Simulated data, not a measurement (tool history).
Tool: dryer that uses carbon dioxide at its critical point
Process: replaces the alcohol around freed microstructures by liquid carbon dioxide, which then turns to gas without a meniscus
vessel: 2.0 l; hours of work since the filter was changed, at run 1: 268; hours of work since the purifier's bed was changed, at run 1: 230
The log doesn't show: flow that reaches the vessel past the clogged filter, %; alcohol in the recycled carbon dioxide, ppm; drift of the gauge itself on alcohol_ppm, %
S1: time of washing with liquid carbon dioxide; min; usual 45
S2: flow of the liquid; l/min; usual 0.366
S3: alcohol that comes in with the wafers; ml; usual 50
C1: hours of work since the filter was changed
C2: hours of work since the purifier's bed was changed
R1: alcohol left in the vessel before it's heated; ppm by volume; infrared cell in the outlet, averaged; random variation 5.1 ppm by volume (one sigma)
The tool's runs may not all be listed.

Run 1, day 0.000: usual settings; C1 268; C2 230. Result: R1 110 ppm by volume.
Run 2, day 1.492: usual settings but S3 52 ml; C1 295; C2 257. Result: R1 128 ppm by volume.
Run 3, day 2.862: usual settings but S3 52 ml; C1 319; C2 281. Result: R1 123 ppm by volume.
Run 4, day 4.271: usual settings but S3 52 ml; C1 345; C2 307. Result: R1 140 ppm by volume.
Run 5, day 6.317: usual settings but S3 52 ml; C1 381; C2 343. Result: R1 143 ppm by volume.
Run 6, day 7.633: usual settings but S3 52 ml; C1 405; C2 367. Result: R1 162 ppm by volume.
Run 7, day 9.150: usual settings but S3 52 ml; C1 432; C2 394. Result: R1 169 ppm by volume.
Run 8, day 10.204: usual settings but S3 52 ml; C1 451; C2 413. Result: R1 171 ppm by volume.
Run 9, day 11.408: usual settings but S3 52 ml; C1 472; C2 434. Result: R1 179 ppm by volume.
Run 10, day 12.879: usual settings but S3 52 ml; C1 498; C2 460. Result: R1 185 ppm by volume.
Run 11, day 13.900: usual settings but S1 44 min, S2 0.546 l/min, S3 84 ml; C1 517; C2 479. Result: R1 82 ppm by volume.
Run 12, day 16.038: usual settings but S1 57 min, S2 0.316 l/min, S3 56 ml; C1 555; C2 517. Result: R1 149 ppm by volume.
At day 17.083: inlet filter changed.
Run 13, day 18.121: usual settings but S1 40 min, S2 0.286 l/min, S3 93 ml; C1 19; C2 553. Result: R1 793 ppm by volume.
Run 14, day 19.946: usual settings but S1 68 min, S2 0.465 l/min, S3 58 ml; C1 51; C2 586. Result: R1 80 ppm by volume.
Run 15, day 21.483: usual settings but S1 68 min, S2 0.432 l/min, S3 74 ml; C1 79; C2 613. Result: R1 75 ppm by volume.
Run 16, day 22.767: usual settings but S1 40 min, S2 0.525 l/min, S3 31 ml; C1 102; C2 636. Result: R1 90 ppm by volume.
Run 17, day 23.733: usual settings but S2 0.226 l/min, S3 73 ml; C1 119; C2 653. Result: R1 1147 ppm by volume.
Run 18, day 25.796: usual settings but S1 41 min, S2 0.603 l/min, S3 38 ml; C1 156; C2 690. Result: R1 86 ppm by volume.
Run 19, day 26.750: usual settings but S1 40 min, S2 0.241 l/min, S3 32 ml; C1 173; C2 707. Result: R1 660 ppm by volume.

Forecast each of these 4 alternatives for the next run:
Run A, day 27.838: usual settings but S1 58 min, S2 0.241 l/min, S3 32 ml; C1 192; C2 727. Result: R1 ?.
Run B, day 27.838: usual settings but S1 40 min, S2 0.419 l/min, S3 94 ml; C1 192; C2 727. Result: R1 ?.
Run C, day 27.838: usual settings but S1 30 min, S2 0.291 l/min, S3 57 ml; C1 192; C2 727. Result: R1 ?.
Run D, day 27.838: usual settings but S1 43 min, S2 0.251 l/min, S3 80 ml; C1 192; C2 727. Result: R1 ?.

run    R1
  A   222
  B   213
  C  1439
  D  1066
Without the tool's hidden state the same runs would have given:
run    R1
  A   108
  B    99
  C  1185
  D   833

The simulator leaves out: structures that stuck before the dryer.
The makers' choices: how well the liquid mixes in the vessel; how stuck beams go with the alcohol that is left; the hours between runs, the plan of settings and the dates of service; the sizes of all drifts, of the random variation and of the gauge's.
